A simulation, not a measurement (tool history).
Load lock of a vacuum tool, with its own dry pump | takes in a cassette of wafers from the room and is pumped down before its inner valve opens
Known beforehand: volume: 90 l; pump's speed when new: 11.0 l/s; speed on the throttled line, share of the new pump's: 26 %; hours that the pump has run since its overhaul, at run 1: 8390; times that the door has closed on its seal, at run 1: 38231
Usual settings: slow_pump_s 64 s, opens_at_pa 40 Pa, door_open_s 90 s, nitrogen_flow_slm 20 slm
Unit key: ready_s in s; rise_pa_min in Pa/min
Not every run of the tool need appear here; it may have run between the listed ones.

| run | hour | slow_pump_s | opens_at_pa | door_open_s | nitrogen_flow_slm | hours that the pump has run since its overhaul | times that the door has closed on its seal | incoming humidity of the room's air, % | ready_s | rise_pa_min |
|---|---|---|---|---|---|---|---|---|---|---|
| 1 | 0 | 64 | 40 | 90 | 20 | 8390 | 38231 | 46 | 117.3 | 0.191 |
| 2 | 264 | 64 | 40 | 90 | 20 | 8654 | 38931 | 46.9 | 117.1 | 0.197 |
| 3 | 565.2 | 100 | 40 | 90 | 20 | 8955 | 39729 | 43.9 | 143.6 | 0.209 |
| 4 | 750.7 | 100 | 40 | 90 | 20 | 9140 | 40221 | 43.5 | 144.8 | 0.208 |
| 5 | 980.4 | 57 | 40 | 90 | 20 | 9370 | 40829 | 45.3 | 113.9 | 0.209 |
| 6 | 1315.7 | 57 | 40 | 90 | 20 | 9705 | 41717 | 47.7 | 114.1 | 0.221 |
| 7 | 1488.2 | 103 | 40 | 90 | 20 | 9878 | 42174 | 42 | 146.5 | 0.233 |
| 8 | 1662.9 | 103 | 40 | 90 | 20 | 10053 | 42637 | 46.6 | 146.6 | 0.237 |
| 9 | 1925.1 | 103 | 40 | 90 | 20 | 10315 | 43332 | 45.6 | 147.8 | 0.236 |
| 10 | 2148.4 | 103 | 40 | 167 | 20 | 10538 | 43924 | 46.7 | 147.1 | 0.252 |
| 11 | 2411.1 | 103 | 40 | 167 | 20 | 10801 | 44620 | 48.2 | 148.4 | 0.249 |
| 12 | 2763.7 | 64 | 40 | 90 | 20 | 11153 | 45554 | 45.2 | 121.7 | 0.26 |
| 13 | 3014.2 | 64 | 40 | 90 | 20 | 11404 | 46218 | 44.3 | 121.1 | 0.268 |
| 14 | 3309.6 | 64 | 36 | 90 | 20 | 11699 | 47001 | 47.1 | 124.2 | 0.279 |
| 15 | 3509.1 | 95 | 56 | 90 | 20 | 11899 | 47529 | 41.8 | 140 | 0.276 |
| 16 | 3753.3 | 95 | 56 | 190 | 20 | 12143 | 48176 | 43.5 | 142.1 | 0.286 |
| 17 | 4035.2 | 64 | 40 | 90 | 13 | 12425 | 48923 | 39.5 | 123.1 | 0.294 |
| 18 | 4338.6 | 70 | 40 | 232 | 20 | 12728 | 49727 | 47.3 | 127.6 | 0.304 |
| 19 | 4724.7 | 64 | 33 | 90 | 11 | 13114 | 50750 | 40.8 | 126.5 | 0.312 |
|  | 4853.9 | dry pump taken out, an overhauled one fitted |
| 20 | 4903.6 | 36 | 31 | 161 | 29 | 50 | 51208 | 44.8 | 93.4 | 0.316 |
| 21 | 5131.1 | 36 | 76 | 161 | 29 | 277 | 51811 | 43.6 | 85.6 | 0.317 |
| 22 | 5459 | 71 | 40 | 35 | 29 | 605 | 52680 | 40.6 | 115.9 | 0.32 |
| 23 | 5830.5 | 39 | 32 | 35 | 29 | 977 | 53664 | 48.7 | 97.3 | 0.338 |
| 24 | 6187.8 | 39 | 32 | 35 | 29 | 1334 | 54611 | 47.4 | 96.8 | 0.342 |
| 25 | 6561.5 | 79 | 33 | 35 | 27 | 1708 | 55601 | 44.5 | 125.8 | 0.361 |
| 26 | 6837.2 | 79 | 33 | 35 | 27 | 1983 | 56332 | 43.2 | 125.4 | 0.373 |
| 27 | 7130.4 | 79 | 33 | 35 | 27 | 2276 | 57108 | 47.8 | 126 | 0.383 |

Alternative continuations, all from the tool just after run 27; predict every row:
| A | 7309.1 | 64 | 40 | 114 | 20 | 2455 | 57582 | 43.2 | ? | ? |
| B | 7309.1 | 55 | 29 | 35 | 27 | 2455 | 57582 | 44.5 | ? | ? |
| C | 7309.1 | 79 | 33 | 35 | 44 | 2455 | 57582 | 49.6 | ? | ? |
| D | 7309.1 | 79 | 51 | 158 | 8 | 2455 | 57582 | 41.9 | ? | ? |
| E | 7309.1 | 79 | 33 | 37 | 27 | 2455 | 57582 | 50 | ? | ? |

| run | ready_s | rise_pa_min |
|---|---|---|
| A | 113.2 | 0.383 |
| B | 110.6 | 0.392 |
| C | 127.4 | 0.389 |
| D | 123.4 | 0.402 |
| E | 126.6 | 0.383 |
With the hidden condition removed and each run's random variation left untouched, the same runs would have given:
| run | ready_s | rise_pa_min |
|---|---|---|
| A | 111.2 | 0.012 |
| B | 108.4 | 0.012 |
| C | 125.5 | 0.009 |
| D | 121.6 | 0.028 |
| E | 124.7 | 0.014 |

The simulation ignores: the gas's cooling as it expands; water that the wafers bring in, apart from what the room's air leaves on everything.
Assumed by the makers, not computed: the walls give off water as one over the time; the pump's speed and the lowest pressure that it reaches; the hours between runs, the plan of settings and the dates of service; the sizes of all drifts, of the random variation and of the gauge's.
